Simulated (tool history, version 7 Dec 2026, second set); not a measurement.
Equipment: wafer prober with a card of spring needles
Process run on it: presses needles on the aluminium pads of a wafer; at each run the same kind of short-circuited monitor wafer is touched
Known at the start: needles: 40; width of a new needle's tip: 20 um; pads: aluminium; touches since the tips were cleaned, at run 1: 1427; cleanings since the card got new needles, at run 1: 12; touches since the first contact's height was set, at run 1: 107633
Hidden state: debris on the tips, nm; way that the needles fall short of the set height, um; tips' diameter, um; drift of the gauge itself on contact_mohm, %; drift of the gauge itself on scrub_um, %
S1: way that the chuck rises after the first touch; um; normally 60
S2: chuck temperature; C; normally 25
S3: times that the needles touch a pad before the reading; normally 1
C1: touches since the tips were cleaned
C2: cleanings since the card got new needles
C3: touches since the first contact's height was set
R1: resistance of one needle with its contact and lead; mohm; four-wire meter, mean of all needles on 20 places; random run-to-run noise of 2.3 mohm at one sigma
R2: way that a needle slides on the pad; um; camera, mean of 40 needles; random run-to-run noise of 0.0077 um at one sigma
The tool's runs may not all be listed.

| run | day | S1 | S2 | S3 | C1 | C2 | C3 | R1 | R2 |
|---|---|---|---|---|---|---|---|---|---|
| 1 | 0 | 60 | 25 | 1 | 1427 | 12 | 107633 | 310 | 8.634 |
|  | 0.725 | tips cleaned on abrasive film |
|  | 1.646 | tips cleaned on abrasive film |
| 2 | 2.221 | 60 | 25 | 1 | 5212 | 14 | 127674 | 367 | 8.618 |
|  | 2.621 | tips cleaned on abrasive film |
|  | 3.608 | tips cleaned on abrasive film |
|  | 4.617 | tips cleaned on abrasive film |
| 3 | 4.683 | 60 | 25 | 1 | 614 | 17 | 149856 | 290 | 8.606 |
|  | 5.554 | tips cleaned on abrasive film |
|  | 6.571 | tips cleaned on abrasive film |
| 4 | 7.342 | 60 | 41 | 1 | 7005 | 19 | 173846 | 376 | 8.588 |
|  | 7.562 | tips cleaned on abrasive film |
|  | 8.125 | height of the first contact set anew |
|  | 8.446 | tips cleaned on abrasive film |
|  | 9.388 | tips cleaned on abrasive film |
| 5 | 9.388 | 60 | 41 | 1 | 0 | 22 | 11388 | 278 | 8.687 |
|  | 10.333 | tips cleaned on abrasive film |
| 6 | 10.692 | 60 | 41 | 1 | 3276 | 23 | 23155 | 346 | 8.681 |
|  | 11.271 | tips cleaned on abrasive film |
|  | 12.262 | tips cleaned on abrasive film |
| 7 | 13.1 | 60 | 41 | 1 | 7582 | 25 | 44874 | 373 | 8.663 |
|  | 13.246 | tips cleaned on abrasive film |
|  | 14.142 | tips cleaned on abrasive film |
| 8 | 14.788 | 60 | 41 | 1 | 5833 | 27 | 60072 | 372 | 8.658 |
|  | 15.079 | tips cleaned on abrasive film |
|  | 16.012 | tips cleaned on abrasive film |
|  | 16.992 | tips cleaned on abrasive film |
| 9 | 17.429 | 60 | 82 | 1 | 3947 | 30 | 83863 | 358 | 8.636 |
|  | 17.942 | tips cleaned on abrasive film |
|  | 18.954 | tips cleaned on abrasive film |
| 10 | 19.262 | 60 | 82 | 1 | 2763 | 32 | 100383 | 337 | 8.618 |
|  | 19.95 | tips cleaned on abrasive film |
| 11 | 20.692 | 60 | 27 | 1 | 6695 | 33 | 113294 | 374 | 8.628 |
|  | 20.912 | tips cleaned on abrasive film |
|  | 21.95 | tips cleaned on abrasive film |
|  | 22.858 | tips cleaned on abrasive film |
| 12 | 23.317 | 40 | 25 | 1 | 4160 | 36 | 136957 | 475 | 5.691 |
|  | 23.75 | tips cleaned on abrasive film |
|  | 24.692 | tips cleaned on abrasive film |
|  | 25.708 | tips cleaned on abrasive film |
| 13 | 25.946 | 60 | 25 | 1 | 2160 | 39 | 160638 | 321 | 8.577 |
|  | 26.738 | tips cleaned on abrasive film |
|  | 27.679 | tips cleaned on abrasive film |
|  | 28.192 | height of the first contact set anew |
| 14 | 28.192 | 60 | 69 | 1 | 4522 | 41 | 0 | 365 | 8.708 |
|  | 28.696 | tips cleaned on abrasive film |
| 15 | 29.467 | 60 | 69 | 1 | 6956 | 42 | 11493 | 374 | 8.708 |
|  | 29.662 | tips cleaned on abrasive film |
|  | 30.696 | tips cleaned on abrasive film |
|  | 31.596 | tips cleaned on abrasive film |
| 16 | 32.021 | 60 | 40 | 1 | 3828 | 45 | 34505 | 357 | 8.683 |
|  | 32.504 | tips cleaned on abrasive film |
|  | 33.421 | tips cleaned on abrasive film |
| 17 | 34.15 | 63 | 73 | 1 | 6617 | 47 | 53714 | 360 | 9.086 |
|  | 34.467 | tips cleaned on abrasive film |
|  | 35.458 | tips cleaned on abrasive film |
| 18 | 35.979 | 63 | 73 | 1 | 4722 | 49 | 70207 | 356 | 9.11 |
|  | 36.396 | tips cleaned on abrasive film |
|  | 37.292 | tips cleaned on abrasive film |
| 19 | 37.642 | 63 | 73 | 1 | 3152 | 51 | 85157 | 342 | 9.08 |

Estimate the outcome of run 20 from the log above:
|  | 38.183 | tips cleaned on abrasive film |
|  | 39.088 | tips cleaned on abrasive film |
|  | 40.108 | tips cleaned on abrasive film |
| 20 | 40.204 | 63 | 73 | 1 | 898 | 54 | 108269 | ? | ? |

Run 20 gave R1 301 mohm, R2 9.036 um.
On a tool with no hidden condition, and with the same random variation, this run would have come out at R1 275 mohm, R2 9.125 um.
